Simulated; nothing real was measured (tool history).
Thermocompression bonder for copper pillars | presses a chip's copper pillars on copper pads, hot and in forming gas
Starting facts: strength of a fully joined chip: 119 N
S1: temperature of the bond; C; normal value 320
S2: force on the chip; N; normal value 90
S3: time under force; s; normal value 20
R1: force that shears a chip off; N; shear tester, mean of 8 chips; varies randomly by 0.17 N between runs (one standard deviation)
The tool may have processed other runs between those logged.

run 1 hour=0 | S1=320 S2=90 S3=20 | R1=61.2
run 2 hour=11.6 | S1=320 S2=90 S3=20 | R1=61.2
-- hour=13.9 forming gas filter changed
run 3 hour=20 | S1=320 S2=90 S3=20 | R1=61.4
run 4 hour=27.9 | S1=320 S2=90 S3=55 | R1=83.3
run 5 hour=37.2 | S1=320 S2=90 S3=55 | R1=83.6
run 6 hour=47.3 | S1=320 S2=90 S3=20 | R1=61.6
run 7 hour=56.5 | S1=320 S2=90 S3=20 | R1=61.5
run 8 hour=64.4 | S1=320 S2=90 S3=19 | R1=60.7
run 9 hour=69.9 | S1=320 S2=90 S3=19 | R1=60.7
run 10 hour=75 | S1=320 S2=90 S3=19 | R1=60.9
run 11 hour=87 | S1=320 S2=90 S3=19 | R1=60.9
run 12 hour=93.1 | S1=320 S2=90 S3=19 | R1=61.1
run 13 hour=104.4 | S1=320 S2=90 S3=25 | R1=67.2
run 14 hour=114.9 | S1=320 S2=90 S3=25 | R1=67
run 15 hour=121.9 | S1=320 S2=90 S3=20 | R1=62.6
run 16 hour=132.8 | S1=320 S2=90 S3=20 | R1=62.5
run 17 hour=138.8 | S1=331 S2=67 S3=27 | R1=60.5
run 18 hour=144.8 | S1=321 S2=126 S3=56 | R1=100.4
run 19 hour=150.5 | S1=345 S2=102 S3=15 | R1=74
-- hour=161.6 forming gas filter changed
run 20 hour=162 | S1=332 S2=55 S3=27 | R1=52.5
run 21 hour=167.3 | S1=348 S2=90 S3=31 | R1=86.1
run 22 hour=176.2 | S1=330 S2=125 S3=31 | R1=92.3
-- hour=179.4 gauge calibrated
run 23 hour=187.7 | S1=322 S2=115 S3=13 | R1=64
run 24 hour=193.3 | S1=322 S2=115 S3=13 | R1=64
run 25 hour=204.5 | S1=322 S2=115 S3=13 | R1=64.4
run 26 hour=214.1 | S1=318 S2=115 S3=13 | R1=62.8
run 27 hour=219.4 | S1=338 S2=110 S3=10 | R1=64.4
run 28 hour=226.5 | S1=338 S2=110 S3=10 | R1=64.5
run 29 hour=237.5 | S1=325 S2=66 S3=25 | R1=55.1

Forecast each of these 4 alternatives for the next run:
run A hour=242.6 | S1=325 S2=86 S3=13 | R1=?
run B hour=242.6 | S1=304 S2=120 S3=40 | R1=?
run C hour=242.6 | S1=325 S2=64 S3=25 | R1=?
run D hour=242.6 | S1=297 S2=87 S3=56 | R1=?

run=A R1=53.1
run=B R1=82.7
run=C R1=53.6
run=D R1=71
Had the tool no hidden state, the same runs would have come out as:
run=A R1=52.5
run=B R1=81.8
run=C R1=53
run=D R1=70.2
